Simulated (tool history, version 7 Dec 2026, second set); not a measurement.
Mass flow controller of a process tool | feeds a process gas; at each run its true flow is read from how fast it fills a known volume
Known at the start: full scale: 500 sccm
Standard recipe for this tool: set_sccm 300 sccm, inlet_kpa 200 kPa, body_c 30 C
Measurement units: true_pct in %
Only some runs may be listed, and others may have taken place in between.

| run | hour | set_sccm | inlet_kpa | body_c | true_pct |
|---|---|---|---|---|---|
| 1 | 0.0 | 300 | 200 | 30 | 98.36 |
| 2 | 72.9 | 300 | 200 | 30 | 98.35 |
| 3 | 173.3 | 300 | 200 | 30 | 98.58 |
| 4 | 282.5 | 300 | 200 | 30 | 98.49 |
| 5 | 348.7 | 300 | 200 | 30 | 98.49 |
| 6 | 434.4 | 300 | 200 | 30 | 98.44 |
| 7 | 532.3 | 300 | 200 | 30 | 98.46 |
| 8 | 636.1 | 300 | 200 | 24 | 98.84 |
| 9 | 721.8 | 300 | 200 | 24 | 98.83 |
| 10 | 809.4 | 300 | 200 | 24 | 98.93 |
| 11 | 887.2 | 300 | 200 | 24 | 98.78 |
| 12 | 991.6 | 120 | 263 | 25 | 98.22 |
| 13 | 1061.2 | 164 | 148 | 28 | 98.23 |
| 14 | 1149.4 | 98 | 250 | 29 | 98.09 |
| 15 | 1196.6 | 297 | 172 | 21 | 98.96 |
| 16 | 1288.5 | 74 | 172 | 21 | 99.12 |
| 17 | 1391.8 | 74 | 162 | 30 | 98.55 |
| 18 | 1491.6 | 300 | 246 | 30 | 98.31 |
| 19 | 1560.5 | 300 | 246 | 30 | 98.41 |
| 20 | 1617.4 | 300 | 246 | 30 | 98.33 |
| 21 | 1691.7 | 54 | 143 | 36 | 98.87 |
| 22 | 1791.0 | 54 | 143 | 36 | 98.65 |

The same runs without the tool's hidden state, with the same run-to-run variation:
Hidden state present: flow at rest that the sensor doesn't see, % of full scale; true flow over the shown one, %; drift of the gauge itself on true_pct, %.
| run | true_pct |
|---|---|
| 1 | 98.41 |
| 2 | 98.40 |
| 3 | 98.64 |
| 4 | 98.56 |
| 5 | 98.55 |
| 6 | 98.51 |
| 7 | 98.54 |
| 8 | 98.93 |
| 9 | 98.92 |
| 10 | 99.02 |
| 11 | 98.87 |
| 12 | 97.70 |
| 13 | 97.99 |
| 14 | 97.33 |
| 15 | 99.07 |
| 16 | 97.91 |
| 17 | 97.33 |
| 18 | 98.44 |
| 19 | 98.54 |
| 20 | 98.46 |
| 21 | 96.91 |
| 22 | 96.68 |
